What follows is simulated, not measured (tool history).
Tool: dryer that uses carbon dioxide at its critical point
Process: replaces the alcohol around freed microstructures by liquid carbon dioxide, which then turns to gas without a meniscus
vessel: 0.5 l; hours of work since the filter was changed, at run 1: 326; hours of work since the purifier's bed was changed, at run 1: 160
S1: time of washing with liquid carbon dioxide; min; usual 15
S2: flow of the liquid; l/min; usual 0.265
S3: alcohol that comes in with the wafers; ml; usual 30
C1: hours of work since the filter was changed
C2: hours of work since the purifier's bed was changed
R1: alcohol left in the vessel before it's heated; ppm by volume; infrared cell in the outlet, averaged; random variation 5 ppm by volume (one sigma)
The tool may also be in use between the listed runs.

run,hour,S1,S2,S3,C1,C2,R1
1,0,15,0.265,30,326,160,64
2,8.4,15,0.265,30,331,165,65
3,15.4,15,0.199,30,335,169,266
4,21.1,15,0.199,30,338,172,283
5,26.7,15,0.199,30,341,175,274
6,34.5,15,0.199,30,345,179,279
7,42.7,15,0.179,26,350,184,418
8,51.9,17,0.219,20,355,189,80
9,60.3,12,0.376,21,360,194,40
10,65.3,22,0.399,21,362,196,22

Forecast each of these 4 alternatives for the next run:
A,71,11,0.218,75,366,199,?
B,71,23,0.265,30,366,199,?
C,71,10,0.265,30,366,199,?
D,71,22,0.399,49,366,199,?

run,R1
A,1923
B,21
C,511
D,25
Without the tool's hidden state the same runs would have given:
run,R1
A,1414
B,2
C,352
D,6
